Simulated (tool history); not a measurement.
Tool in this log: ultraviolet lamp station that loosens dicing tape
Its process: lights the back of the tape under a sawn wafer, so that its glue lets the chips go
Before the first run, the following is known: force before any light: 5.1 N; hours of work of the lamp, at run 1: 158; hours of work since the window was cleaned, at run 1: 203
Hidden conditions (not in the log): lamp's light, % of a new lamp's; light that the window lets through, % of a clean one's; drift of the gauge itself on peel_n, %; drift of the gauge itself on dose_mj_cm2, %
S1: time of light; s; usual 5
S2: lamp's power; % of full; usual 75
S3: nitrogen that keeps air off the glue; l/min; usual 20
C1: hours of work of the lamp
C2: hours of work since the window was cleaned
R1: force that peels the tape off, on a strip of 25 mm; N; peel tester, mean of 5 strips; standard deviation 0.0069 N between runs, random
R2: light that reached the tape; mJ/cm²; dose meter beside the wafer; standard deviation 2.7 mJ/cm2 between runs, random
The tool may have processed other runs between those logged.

run,hour,S1,S2,S3,C1,C2,R1,R2
1,0,5,75,20,158,203,0.243,377
2,21.3,5,75,20,173,218,0.23,377
3,39.6,4,75,20,186,231,0.37,297
4,64.2,4,75,20,204,249,0.357,299
5,87.2,4,75,20,220,265,0.398,302
6,107.2,4,75,20,234,279,0.382,303
7,125.3,5,75,20,247,292,0.245,376
8,137,5,75,20,256,300,0.227,374
9,156.5,5,67,20,269,314,0.298,336
10,176.9,5,67,20,284,329,0.294,336
11,196.4,5,67,20,298,343,0.294,339
12,219,5,75,20,314,359,0.234,375
13,241.8,2,75,21,330,375,1.225,152
14,269.2,3,89,17,349,394,0.514,266
15,283.5,2,75,20,360,405,1.243,151
16,295.4,7,93,20,368,413,0.13,648
17,313.7,5,90,15,381,426,0.207,446
18,336.8,5,75,15,397,442,0.293,372
19,362.9,6,74,11,416,461,0.241,443
# hour 372.5: window cleaned of glue's vapour
20,375.4,5,94,28,425,2,0.148,474
21,398.4,5,94,28,441,18,0.156,472
22,418.5,3,94,38,455,33,0.303,282

Run 23 is up next; what results do you expect?
23,436.3,4,69,9,468,45,?,?

R1: 0.709 N
R2: 280 mJ/cm²
Without the tool's hidden state the same run would have given R1 0.706 N, R2 280 mJ/cm².

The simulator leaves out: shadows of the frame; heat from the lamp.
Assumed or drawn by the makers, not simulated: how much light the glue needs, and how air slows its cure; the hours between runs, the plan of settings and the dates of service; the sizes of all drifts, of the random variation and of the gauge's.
